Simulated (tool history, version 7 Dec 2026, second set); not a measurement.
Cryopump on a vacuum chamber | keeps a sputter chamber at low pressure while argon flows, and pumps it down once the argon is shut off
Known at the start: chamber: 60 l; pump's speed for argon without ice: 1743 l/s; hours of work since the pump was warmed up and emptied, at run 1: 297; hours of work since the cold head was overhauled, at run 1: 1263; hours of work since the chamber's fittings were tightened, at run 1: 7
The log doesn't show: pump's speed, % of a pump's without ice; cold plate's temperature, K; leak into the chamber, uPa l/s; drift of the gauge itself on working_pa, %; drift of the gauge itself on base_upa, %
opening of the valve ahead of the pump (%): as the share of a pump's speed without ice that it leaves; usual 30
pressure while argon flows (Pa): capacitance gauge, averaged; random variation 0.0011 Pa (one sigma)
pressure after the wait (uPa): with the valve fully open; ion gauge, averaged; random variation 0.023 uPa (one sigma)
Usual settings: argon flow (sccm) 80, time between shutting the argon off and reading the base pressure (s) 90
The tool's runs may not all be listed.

| run | hour | argon flow (sccm) | time between shutting the argon off and reading the base pressure (s) | opening of the valve ahead of the pump (%) | hours of work since the pump was warmed up and emptied | hours of work since the cold head was overhauled | hours of work since the chamber's fittings were tightened | pressure while argon flows (Pa) | pressure after the wait (uPa) |
|---|---|---|---|---|---|---|---|---|---|
| 1 | 0.0 | 80 | 90 | 30 | 297 | 1263 | 7 | 0.2750 | 0.86 |
| 2 | 69.1 | 80 | 90 | 30 | 328 | 1294 | 38 | 0.2800 | 0.85 |
| 3 | 147.7 | 80 | 90 | 30 | 363 | 1329 | 73 | 0.2809 | 0.92 |
| 4 | 217.5 | 80 | 90 | 30 | 394 | 1361 | 104 | 0.2818 | 0.91 |
| 5 | 264.6 | 80 | 90 | 30 | 415 | 1382 | 125 | 0.2857 | 0.98 |
|  | 315.9 | pump warmed up, emptied and cooled again |
| 6 | 328.2 | 80 | 90 | 30 | 6 | 1408 | 152 | 0.2609 | 0.91 |
| 7 | 418.8 | 80 | 158 | 30 | 46 | 1448 | 192 | 0.2621 | 0.59 |
| 8 | 509.3 | 80 | 158 | 30 | 87 | 1489 | 233 | 0.2651 | 0.61 |
| 9 | 568.8 | 80 | 90 | 30 | 113 | 1516 | 259 | 0.2664 | 0.95 |
| 10 | 680.0 | 80 | 90 | 48 | 163 | 1565 | 309 | 0.1714 | 0.91 |
| 11 | 725.5 | 80 | 90 | 48 | 183 | 1586 | 329 | 0.1735 | 0.94 |
| 12 | 771.1 | 80 | 90 | 18 | 204 | 1606 | 350 | 0.4476 | 0.97 |
| 13 | 825.1 | 80 | 90 | 18 | 228 | 1630 | 374 | 0.4451 | 0.98 |
| 14 | 899.1 | 80 | 90 | 18 | 261 | 1663 | 407 | 0.4475 | 1.02 |
| 15 | 946.9 | 80 | 90 | 30 | 282 | 1685 | 429 | 0.2725 | 1.00 |
| 16 | 1029.2 | 80 | 90 | 30 | 319 | 1722 | 465 | 0.2751 | 1.02 |
| 17 | 1134.7 | 80 | 90 | 22 | 366 | 1769 | 513 | 0.3738 | 1.03 |
| 18 | 1211.3 | 51 | 197 | 49 | 401 | 1803 | 547 | 0.1168 | 0.66 |
|  | 1294.7 | pump warmed up, emptied and cooled again |
| 19 | 1320.7 | 51 | 197 | 49 | 12 | 1850 | 594 | 0.1032 | 0.57 |
| 20 | 1395.0 | 70 | 66 | 15 | 45 | 1883 | 627 | 0.4563 | 1.22 |
| 21 | 1480.5 | 70 | 66 | 15 | 83 | 1921 | 665 | 0.4562 | 1.23 |
| 22 | 1545.1 | 61 | 134 | 30 | 112 | 1950 | 694 | 0.2021 | 0.83 |
| 23 | 1637.4 | 75 | 134 | 22 | 153 | 1992 | 735 | 0.3401 | 0.81 |
| 24 | 1717.5 | 121 | 53 | 22 | 189 | 2027 | 771 | 0.5534 | 1.50 |
| 25 | 1781.1 | 121 | 182 | 18 | 218 | 2056 | 800 | 0.6718 | 0.72 |
| 26 | 1861.0 | 80 | 215 | 41 | 253 | 2092 | 835 | 0.2047 | 0.73 |
| 27 | 1914.1 | 39 | 154 | 30 | 277 | 2116 | 859 | 0.1342 | 0.83 |
| 28 | 1983.3 | 39 | 154 | 30 | 308 | 2146 | 890 | 0.1352 | 0.84 |
| 29 | 2081.5 | 126 | 90 | 17 | 352 | 2190 | 934 | 0.7539 | 1.15 |
| 30 | 2179.7 | 80 | 22 | 34 | 396 | 2234 | 978 | 0.2525 | 3.04 |
| 31 | 2227.2 | 80 | 32 | 34 | 417 | 2256 | 999 | 0.2569 | 2.28 |
|  | 2273.1 | pump warmed up, emptied and cooled again |
| 32 | 2331.0 | 68 | 32 | 40 | 26 | 2300 | 1044 | 0.1675 | 2.18 |
| 33 | 2376.3 | 117 | 150 | 19 | 46 | 2320 | 1064 | 0.6024 | 0.79 |

Measured less the same run without the tool's hidden state. The same run-to-run variation is in both; the gauge's scatter may not be:
| run | pressure while argon flows (Pa) | pressure after the wait (uPa) |
|---|---|---|
| 1 | +0.0176 | +0.08 |
| 2 | +0.0197 | +0.09 |
| 3 | +0.0221 | +0.12 |
| 4 | +0.0244 | +0.13 |
| 5 | +0.0263 | +0.15 |
| 6 | +0.0019 | +0.08 |
| 7 | +0.0040 | +0.09 |
| 8 | +0.0061 | +0.10 |
| 9 | +0.0076 | +0.12 |
| 10 | +0.0102 | +0.14 |
| 11 | +0.0114 | +0.14 |
| 12 | +0.0126 | +0.16 |
| 13 | +0.0139 | +0.17 |
| 14 | +0.0161 | +0.19 |
| 15 | +0.0171 | +0.19 |
| 16 | +0.0198 | +0.22 |
| 17 | +0.0233 | +0.23 |
| 18 | +0.0166 | +0.25 |
| 19 | +0.0015 | +0.17 |
| 20 | +0.0034 | +0.19 |
| 21 | +0.0051 | +0.21 |
| 22 | +0.0055 | +0.22 |
| 23 | +0.0087 | +0.23 |
| 24 | +0.0176 | +0.26 |
| 25 | +0.0202 | +0.26 |
| 26 | +0.0158 | +0.29 |
| 27 | +0.0085 | +0.30 |
| 28 | +0.0094 | +0.33 |
| 29 | +0.0353 | +0.34 |
| 30 | +0.0258 | +0.38 |
| 31 | +0.0279 | +0.39 |
| 32 | +0.0028 | +0.27 |
| 33 | +0.0063 | +0.28 |
